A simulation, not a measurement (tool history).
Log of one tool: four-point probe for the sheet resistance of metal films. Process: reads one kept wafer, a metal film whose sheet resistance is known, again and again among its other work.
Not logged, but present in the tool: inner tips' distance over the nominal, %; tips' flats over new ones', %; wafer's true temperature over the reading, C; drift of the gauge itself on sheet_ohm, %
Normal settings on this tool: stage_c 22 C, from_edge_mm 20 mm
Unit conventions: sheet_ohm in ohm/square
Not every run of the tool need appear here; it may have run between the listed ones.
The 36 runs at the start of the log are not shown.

| run | hour | stage_c | from_edge_mm | touches since the probe head was changed | hours of work since the stage's thermometer was calibrated | sheet_ohm |
|---|---|---|---|---|---|---|
| 37 | 724.2 | 28 | 16 | 60562 | 262 | 1.814107 |
| 38 | 749.5 | 30 | 21 | 61801 | 281 | 1.813488 |
| 39 | 777.5 | 30 | 21 | 63169 | 301 | 1.813477 |
| 40 | 795.8 | 21 | 4 | 64067 | 315 | 1.862024 |
| 41 | 809.2 | 21 | 69 | 64721 | 325 | 1.803827 |
| 42 | 823.3 | 23 | 11 | 65409 | 335 | 1.813309 |
| 43 | 838.5 | 23 | 11 | 66153 | 346 | 1.812856 |
| 44 | 865.8 | 23 | 11 | 67488 | 366 | 1.812906 |
| 45 | 891.9 | 29 | 5 | 68767 | 385 | 1.847247 |

Forecast each of these 3 alternatives for the next run:
| A | 904.0 | 24 | 20 | 69360 | 394 | ? |
| B | 904.0 | 18 | 4 | 69360 | 394 | ? |
| C | 904.0 | 31 | 5 | 69360 | 394 | ? |

| run | sheet_ohm |
|---|---|
| A | 1.807536 |
| B | 1.859439 |
| C | 1.849131 |
The same runs, with their run-to-run variation unchanged, on a tool lacking any hidden condition would have given:
| run | sheet_ohm |
|---|---|
| A | 1.817304 |
| B | 1.869482 |
| C | 1.859090 |

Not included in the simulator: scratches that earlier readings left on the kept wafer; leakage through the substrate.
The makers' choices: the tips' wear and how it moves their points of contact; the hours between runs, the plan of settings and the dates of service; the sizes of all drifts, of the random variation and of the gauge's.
